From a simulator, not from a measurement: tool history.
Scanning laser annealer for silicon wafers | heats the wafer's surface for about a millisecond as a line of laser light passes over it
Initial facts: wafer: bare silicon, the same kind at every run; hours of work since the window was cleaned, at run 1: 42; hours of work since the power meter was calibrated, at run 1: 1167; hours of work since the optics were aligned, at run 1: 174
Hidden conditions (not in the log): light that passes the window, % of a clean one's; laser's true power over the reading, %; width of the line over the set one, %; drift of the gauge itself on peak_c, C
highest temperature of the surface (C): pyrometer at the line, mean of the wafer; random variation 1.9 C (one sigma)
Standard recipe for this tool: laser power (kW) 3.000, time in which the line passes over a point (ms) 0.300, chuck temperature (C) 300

| run | day | laser power (kW) | time in which the line passes over a point (ms) | chuck temperature (C) | hours of work since the window was cleaned | hours of work since the power meter was calibrated | hours of work since the optics were aligned | highest temperature of the surface (C) |
|---|---|---|---|---|---|---|---|---|
| 1 | 0.000 | 3.000 | 0.300 | 300 | 42 | 1167 | 174 | 1114 |
| 2 | 1.946 | 3.000 | 0.300 | 300 | 66 | 1191 | 199 | 1114 |
| 3 | 4.346 | 3.000 | 0.300 | 300 | 97 | 1221 | 229 | 1107 |
| 4 | 5.867 | 3.000 | 0.300 | 300 | 116 | 1241 | 248 | 1108 |
| 5 | 7.271 | 3.000 | 0.300 | 300 | 133 | 1258 | 265 | 1106 |
| 6 | 9.554 | 3.000 | 0.300 | 300 | 162 | 1287 | 294 | 1107 |
| 7 | 10.717 | 3.000 | 0.300 | 300 | 177 | 1301 | 309 | 1103 |
| 8 | 12.283 | 3.000 | 0.300 | 300 | 196 | 1321 | 328 | 1103 |
| 9 | 13.992 | 2.600 | 0.300 | 300 | 218 | 1342 | 350 | 1002 |
| 10 | 15.958 | 3.000 | 0.300 | 323 | 242 | 1367 | 374 | 1124 |
| 11 | 18.358 | 3.000 | 0.305 | 300 | 272 | 1397 | 405 | 1106 |
| 12 | 20.112 | 3.000 | 0.305 | 300 | 294 | 1419 | 427 | 1105 |
| 13 | 22.488 | 3.000 | 0.305 | 300 | 324 | 1449 | 456 | 1100 |
| 14 | 23.662 | 3.071 | 0.300 | 300 | 339 | 1464 | 471 | 1111 |
|  | 24.667 | window over the wafer cleaned |
| 15 | 25.321 | 3.071 | 0.300 | 300 | 8 | 1484 | 491 | 1126 |
| 16 | 26.788 | 3.071 | 0.300 | 300 | 27 | 1502 | 509 | 1131 |
|  | 27.133 | laser's power meter calibrated |
| 17 | 28.483 | 3.071 | 0.300 | 301 | 46 | 17 | 529 | 1125 |
| 18 | 29.596 | 3.071 | 0.300 | 301 | 60 | 31 | 543 | 1125 |
| 19 | 31.162 | 3.000 | 0.337 | 300 | 80 | 51 | 563 | 1157 |
| 20 | 32.242 | 3.000 | 0.300 | 300 | 93 | 64 | 576 | 1104 |
| 21 | 33.508 | 3.000 | 0.300 | 300 | 109 | 80 | 592 | 1098 |
| 22 | 35.138 | 2.668 | 0.300 | 265 | 130 | 100 | 613 | 979 |
| 23 | 36.812 | 3.000 | 0.321 | 277 | 151 | 121 | 634 | 1108 |
| 24 | 38.162 | 2.939 | 0.380 | 320 | 168 | 138 | 650 | 1211 |
|  | 38.675 | laser's power meter calibrated, once more |
| 25 | 39.346 | 2.939 | 0.376 | 320 | 181 | 8 | 664 | 1207 |
| 26 | 41.167 | 2.939 | 0.376 | 320 | 204 | 31 | 687 | 1204 |
| 27 | 42.688 | 2.939 | 0.376 | 323 | 223 | 50 | 706 | 1210 |
|  | 43.179 | optics aligned, line set to its width |
| 28 | 44.104 | 2.589 | 0.345 | 268 | 238 | 65 | 12 | 1025 |
| 29 | 46.408 | 3.000 | 0.268 | 303 | 267 | 94 | 41 | 1057 |
| 30 | 48.638 | 2.890 | 0.300 | 300 | 295 | 122 | 69 | 1072 |
| 31 | 50.112 | 2.989 | 0.324 | 300 | 314 | 141 | 87 | 1133 |
| 32 | 52.071 | 3.000 | 0.372 | 297 | 338 | 165 | 112 | 1194 |
|  | 53.179 | window over the wafer cleaned |
| 33 | 54.433 | 2.909 | 0.247 | 300 | 16 | 194 | 140 | 1016 |
| 34 | 56.583 | 3.000 | 0.234 | 269 | 43 | 221 | 167 | 982 |
| 35 | 57.783 | 2.918 | 0.300 | 327 | 58 | 236 | 182 | 1122 |
| 36 | 59.121 | 2.918 | 0.376 | 298 | 75 | 253 | 199 | 1196 |
| 37 | 60.792 | 2.918 | 0.376 | 298 | 96 | 274 | 220 | 1195 |
| 38 | 63.038 | 2.918 | 0.376 | 298 | 124 | 302 | 248 | 1192 |
| 39 | 64.742 | 3.000 | 0.346 | 285 | 145 | 323 | 270 | 1161 |
| 40 | 66.875 | 3.137 | 0.218 | 285 | 172 | 350 | 296 | 991 |

Predict each of these 5 candidate next runs independently; none follows another, all start after run 40:
| A | 68.767 | 3.000 | 0.300 | 308 | 196 | 374 | 320 | ? |
| B | 68.767 | 3.137 | 0.236 | 293 | 196 | 374 | 320 | ? |
| C | 68.767 | 3.273 | 0.300 | 265 | 196 | 374 | 320 | ? |
| D | 68.767 | 3.137 | 0.218 | 308 | 196 | 374 | 320 | ? |
| E | 68.767 | 2.751 | 0.351 | 327 | 196 | 374 | 320 | ? |

| run | highest temperature of the surface (C) |
|---|---|
| A | 1113 |
| B | 1027 |
| C | 1137 |
| D | 1009 |
| E | 1137 |
With the hidden condition removed and each run's random variation left untouched, the same runs would have given:
| run | highest temperature of the surface (C) |
|---|---|
| A | 1130 |
| B | 1043 |
| C | 1156 |
| D | 1024 |
| E | 1154 |
